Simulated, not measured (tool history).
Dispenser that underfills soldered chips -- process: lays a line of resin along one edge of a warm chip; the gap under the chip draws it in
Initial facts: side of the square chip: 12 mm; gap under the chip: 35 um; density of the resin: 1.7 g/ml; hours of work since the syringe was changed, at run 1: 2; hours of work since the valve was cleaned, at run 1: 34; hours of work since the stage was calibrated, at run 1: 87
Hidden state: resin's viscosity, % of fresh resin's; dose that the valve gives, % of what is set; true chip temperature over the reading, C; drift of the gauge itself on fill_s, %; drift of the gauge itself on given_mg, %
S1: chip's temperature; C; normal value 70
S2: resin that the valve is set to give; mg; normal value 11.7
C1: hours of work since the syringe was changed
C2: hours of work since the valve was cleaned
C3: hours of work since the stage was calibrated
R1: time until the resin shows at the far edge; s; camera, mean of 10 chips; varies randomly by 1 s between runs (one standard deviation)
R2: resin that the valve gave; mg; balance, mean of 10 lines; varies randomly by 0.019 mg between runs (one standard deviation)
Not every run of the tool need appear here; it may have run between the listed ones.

run  hour  S1    S2  C1  C2   C3     R1     R2
  1     0  70  11.7   2  34   87  104.2  11.47
  2   4.2  70  11.7   5  37   90  119.3  11.49
  3   6.9  65  11.7   6  38   92  161.6  11.51
        8  -- new syringe of resin
  4   9.8  65  11.7   1  40   93  130.1  11.47
     11.2  -- dispensing valve cleaned and set on the balance
  5  15.4  65  11.7   4   3   96  147.1  11.69
  6  17.9  77  11.7   6   4   98   89.9  11.68
     19.7  -- new syringe of resin
  7  22.5  70  13.9   2   7  101  100.7  13.86
  8    25  70  13.9   3   9  102  108.8  13.82
  9  28.1  70  10.7   5  11  104    126  10.65
     30.4  -- new syringe of resin
 10  32.6  70  10.7   1  14  107  103.4  10.65
 11  35.9  70  10.7   4  16  109  114.2  10.59
 12  40.5  70  10.7   7  19  112  131.2  10.59
     41.3  -- new syringe of resin
 13  43.7  61  11.7   2  21  114  158.2  11.56
 14  48.8  74  11.7   5  24  118   96.8  11.56
     52.1  -- new syringe of resin
 15  53.8  56  11.7   1  27  121  205.3  11.56
 16  56.2  77  11.7   3  29  122   77.2  11.52
 17  59.3  75  11.7   5  31  124   92.3  11.51
       63  -- new syringe of resin
 18  63.2  75  11.7   0  33  127   75.5  11.52
 19  66.4  75  11.7   2  35  129   83.3  11.49

Expected results for the next run?
 20  71.5  84  10.6   6  38  132   ?   ?

{"run 20": {"R1": 65.8, "R2": 10.39}}
Minus the tool's unlogged condition, the same run would have read R1 53.2 s, R2 10.58 mg.

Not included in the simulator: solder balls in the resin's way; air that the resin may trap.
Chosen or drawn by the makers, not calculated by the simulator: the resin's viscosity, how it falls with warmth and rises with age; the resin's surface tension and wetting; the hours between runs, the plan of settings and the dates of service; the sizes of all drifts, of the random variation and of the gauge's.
